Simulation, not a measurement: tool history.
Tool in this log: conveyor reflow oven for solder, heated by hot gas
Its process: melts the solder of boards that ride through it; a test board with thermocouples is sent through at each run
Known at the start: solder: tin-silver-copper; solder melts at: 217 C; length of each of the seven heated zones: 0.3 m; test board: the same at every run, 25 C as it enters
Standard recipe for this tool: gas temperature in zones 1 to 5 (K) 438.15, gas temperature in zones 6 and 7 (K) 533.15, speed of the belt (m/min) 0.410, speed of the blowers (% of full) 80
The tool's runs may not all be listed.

| run | hour | gas temperature in zones 1 to 5 (K) | gas temperature in zones 6 and 7 (K) | speed of the belt (m/min) | speed of the blowers (% of full) | highest temperature of the board (K) | time above the solder's melting point (s) |
|---|---|---|---|---|---|---|---|
| 1 | 0.0 | 438.15 | 533.15 | 0.410 | 80 | 517.55 | 57.2 |
| 2 | 45.7 | 438.15 | 533.15 | 0.410 | 80 | 517.65 | 56.2 |
| 3 | 93.8 | 438.15 | 533.15 | 0.410 | 80 | 517.05 | 54.6 |
| 4 | 159.0 | 438.15 | 533.15 | 0.410 | 80 | 517.65 | 56.0 |
| 5 | 217.0 | 438.15 | 533.15 | 0.410 | 80 | 517.15 | 53.6 |
| 6 | 252.1 | 438.15 | 533.15 | 0.410 | 80 | 517.15 | 53.2 |
|  | 263.4 | flux residue cleaned out of gas plates and filters |
| 7 | 286.1 | 427.15 | 545.15 | 0.410 | 80 | 522.65 | 56.6 |
| 8 | 323.8 | 440.15 | 540.15 | 0.390 | 80 | 523.05 | 64.6 |
| 9 | 378.2 | 440.15 | 522.15 | 0.390 | 64 | 504.45 | 39.9 |
|  | 391.8 | flux residue cleaned out of gas plates and filters, once more |
| 10 | 446.9 | 440.15 | 522.15 | 0.390 | 64 | 509.35 | 49.9 |
| 11 | 476.7 | 440.15 | 522.15 | 0.391 | 80 | 512.45 | 54.6 |
| 12 | 542.8 | 440.15 | 522.15 | 0.391 | 80 | 511.85 | 54.9 |

Forecast each of these 4 alternatives for the next run:
| A | 591.8 | 435.15 | 522.15 | 0.378 | 83 | ? | ? |
| B | 591.8 | 438.15 | 532.15 | 0.410 | 59 | ? | ? |
| C | 591.8 | 427.15 | 533.15 | 0.419 | 70 | ? | ? |
| D | 591.8 | 440.15 | 522.15 | 0.440 | 57 | ? | ? |

| run | highest temperature of the board (K) | time above the solder's melting point (s) |
|---|---|---|
| A | 511.85 | 56.4 |
| B | 514.45 | 50.8 |
| C | 515.15 | 48.6 |
| D | 503.25 | 31.7 |
With no hidden state in the tool, these same runs would have given:
| run | highest temperature of the board (K) | time above the solder's melting point (s) |
|---|---|---|
| A | 511.05 | 55.2 |
| B | 513.55 | 49.4 |
| C | 514.55 | 47.6 |
| D | 502.45 | 30.2 |
